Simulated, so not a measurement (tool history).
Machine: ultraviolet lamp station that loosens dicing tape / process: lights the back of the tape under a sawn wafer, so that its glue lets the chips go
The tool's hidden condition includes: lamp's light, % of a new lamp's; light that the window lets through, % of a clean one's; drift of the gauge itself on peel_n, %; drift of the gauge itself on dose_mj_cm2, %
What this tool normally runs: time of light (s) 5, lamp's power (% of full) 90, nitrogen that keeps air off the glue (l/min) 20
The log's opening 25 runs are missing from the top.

run	hour	time of light (s)	lamp's power (% of full)	nitrogen that keeps air off the glue (l/min)	hours of work of the lamp	hours of work since the window was cleaned	force that peels the tape off (N)	light that reached the tape (J/m2)
26	540.1	5	78	25	788	145	1.089	3440
27	566.2	5	78	25	806	163	1.161	3410
28	580.1	5	78	14	815	172	1.610	3380
29	600.9	5	60	14	829	186	2.380	2590
30	626.3	7	60	19	846	203	1.172	3620
31	647.4	4	90	15	860	217	1.797	3060
32	661.0	4	90	15	869	226	1.831	3110
33	685.7	3	74	11	885	242	3.685	1840
34	706.3	9	65	13	899	256	0.887	4890
35	728.4	9	65	13	913	270	0.908	4890
36	741.5	4	72	30	922	279	1.873	2410
37	759.8	4	99	20	934	291	1.408	3260
38	777.8	2	74	20	946	303	4.322	1220
39	793.7	7	73	39	957	314	0.628	4090
40	814.8	2	84	7	971	328	5.193	1360
41	830.3	5	90	28	981	338	0.924	3630
42	848.9	5	90	28	993	351	0.957	3610

What if the next run were any one of these 3? Each begins from the tool's condition after run 42:
# hour 857.4: window cleaned of glue's vapour
A	874.0	5	68	15	1010	11	?	?
# hour 857.4: window cleaned of glue's vapour
B	874.0	5	90	39	1010	11	?	?
# hour 857.4: window cleaned of glue's vapour
C	874.0	6	66	8	1010	11	?	?

run	force that peels the tape off (N)	light that reached the tape (J/m2)
A	2.049	2970
B	0.664	3950
C	2.317	3440
The same runs, with their run-to-run variation unchanged, on a tool lacking any hidden condition would have given:
run	force that peels the tape off (N)	light that reached the tape (J/m2)
A	1.421	3740
B	0.431	4970
C	1.650	4340
